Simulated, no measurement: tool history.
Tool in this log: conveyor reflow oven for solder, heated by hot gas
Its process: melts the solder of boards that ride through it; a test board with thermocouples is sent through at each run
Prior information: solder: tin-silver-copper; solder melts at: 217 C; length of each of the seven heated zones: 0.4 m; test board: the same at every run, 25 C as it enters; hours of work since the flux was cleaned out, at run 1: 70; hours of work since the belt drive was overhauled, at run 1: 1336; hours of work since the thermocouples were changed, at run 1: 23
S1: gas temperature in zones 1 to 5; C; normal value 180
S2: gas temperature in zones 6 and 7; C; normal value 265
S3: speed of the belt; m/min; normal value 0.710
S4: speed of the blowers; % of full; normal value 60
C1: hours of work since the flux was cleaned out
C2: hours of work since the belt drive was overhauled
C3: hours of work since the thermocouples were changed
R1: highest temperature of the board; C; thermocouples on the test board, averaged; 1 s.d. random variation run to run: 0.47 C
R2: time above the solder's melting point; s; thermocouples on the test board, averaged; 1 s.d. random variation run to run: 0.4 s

{"run": 1, "hour": 0.0, "S1": 180, "S2": 265, "S3": 0.71, "S4": 60, "C1": 70, "C2": 1336, "C3": 23, "R1": 249.6, "R2": 53.4}
{"run": 2, "hour": 61.1, "S1": 180, "S2": 265, "S3": 0.71, "S4": 60, "C1": 115, "C2": 1381, "C3": 68, "R1": 249.0, "R2": 52.2}
{"run": 3, "hour": 115.8, "S1": 180, "S2": 265, "S3": 0.71, "S4": 60, "C1": 155, "C2": 1421, "C3": 108, "R1": 249.5, "R2": 52.9}
{"hour": 171.3, "done": "flux residue cleaned out of gas plates and filters"}
{"run": 4, "hour": 199.6, "S1": 180, "S2": 265, "S3": 0.71, "S4": 60, "C1": 21, "C2": 1479, "C3": 166, "R1": 249.6, "R2": 54.4}
{"run": 5, "hour": 249.0, "S1": 180, "S2": 265, "S3": 0.71, "S4": 60, "C1": 57, "C2": 1515, "C3": 202, "R1": 249.4, "R2": 52.8}
{"run": 6, "hour": 304.6, "S1": 180, "S2": 265, "S3": 0.71, "S4": 84, "C1": 98, "C2": 1555, "C3": 243, "R1": 255.2, "R2": 58.4}
{"run": 7, "hour": 361.3, "S1": 180, "S2": 265, "S3": 0.71, "S4": 84, "C1": 139, "C2": 1597, "C3": 284, "R1": 255.0, "R2": 58.0}
{"hour": 403.0, "done": "belt drive overhauled, speed set with a stopwatch"}
{"run": 8, "hour": 416.2, "S1": 180, "S2": 265, "S3": 0.71, "S4": 75, "C1": 176, "C2": 10, "C3": 322, "R1": 250.8, "R2": 52.3}
{"hour": 437.5, "done": "flux residue cleaned out of gas plates and filters"}
{"run": 9, "hour": 468.4, "S1": 168, "S2": 279, "S3": 0.738, "S4": 53, "C1": 23, "C2": 44, "C3": 356, "R1": 254.0, "R2": 46.0}
{"run": 10, "hour": 515.7, "S1": 182, "S2": 274, "S3": 0.635, "S4": 88, "C1": 57, "C2": 79, "C3": 391, "R1": 265.1, "R2": 67.4}
{"run": 11, "hour": 560.0, "S1": 182, "S2": 274, "S3": 0.635, "S4": 88, "C1": 90, "C2": 111, "C3": 423, "R1": 265.2, "R2": 68.2}
{"run": 12, "hour": 617.9, "S1": 192, "S2": 255, "S3": 0.635, "S4": 88, "C1": 132, "C2": 154, "C3": 465, "R1": 248.4, "R2": 64.1}
{"run": 13, "hour": 662.5, "S1": 182, "S2": 262, "S3": 0.71, "S4": 60, "C1": 165, "C2": 186, "C3": 498, "R1": 244.1, "R2": 47.8}
{"hour": 702.2, "done": "flux residue cleaned out of gas plates and filters"}
{"run": 14, "hour": 723.2, "S1": 182, "S2": 262, "S3": 0.71, "S4": 60, "C1": 15, "C2": 227, "C3": 539, "R1": 245.3, "R2": 48.8}
{"run": 15, "hour": 797.1, "S1": 176, "S2": 267, "S3": 0.829, "S4": 65, "C1": 70, "C2": 281, "C3": 593, "R1": 245.0, "R2": 38.4}
{"run": 16, "hour": 838.8, "S1": 180, "S2": 261, "S3": 0.833, "S4": 60, "C1": 100, "C2": 312, "C3": 623, "R1": 239.2, "R2": 33.1}

Consider 5 possible next runs. They are alternatives, not a sequence: every one starts from the tool as it was left by run 16. What does each give?
{"run": "A", "hour": 885.7, "S1": 189, "S2": 277, "S3": 0.595, "S4": 60, "C1": 134, "C2": 346, "C3": 658, "R1": "?", "R2": "?"}
{"run": "B", "hour": 885.7, "S1": 180, "S2": 258, "S3": 0.624, "S4": 60, "C1": 134, "C2": 346, "C3": 658, "R1": "?", "R2": "?"}
{"run": "C", "hour": 885.7, "S1": 167, "S2": 263, "S3": 0.833, "S4": 60, "C1": 134, "C2": 346, "C3": 658, "R1": "?", "R2": "?"}
{"run": "D", "hour": 885.7, "S1": 186, "S2": 265, "S3": 0.71, "S4": 50, "C1": 134, "C2": 346, "C3": 658, "R1": "?", "R2": "?"}
{"run": "E", "hour": 885.7, "S1": 180, "S2": 267, "S3": 0.71, "S4": 77, "C1": 134, "C2": 346, "C3": 658, "R1": "?", "R2": "?"}

run=A R1=263.9 R2=75.0
run=B R1=244.5 R2=55.8
run=C R1=237.5 R2=28.4
run=D R1=244.8 R2=47.8
run=E R1=253.3 R2=55.0
With no hidden state in the tool, these same runs would have given:
run=A R1=266.1 R2=75.3
run=B R1=246.7 R2=57.2
run=C R1=239.9 R2=30.4
run=D R1=246.9 R2=49.1
run=E R1=255.7 R2=56.0

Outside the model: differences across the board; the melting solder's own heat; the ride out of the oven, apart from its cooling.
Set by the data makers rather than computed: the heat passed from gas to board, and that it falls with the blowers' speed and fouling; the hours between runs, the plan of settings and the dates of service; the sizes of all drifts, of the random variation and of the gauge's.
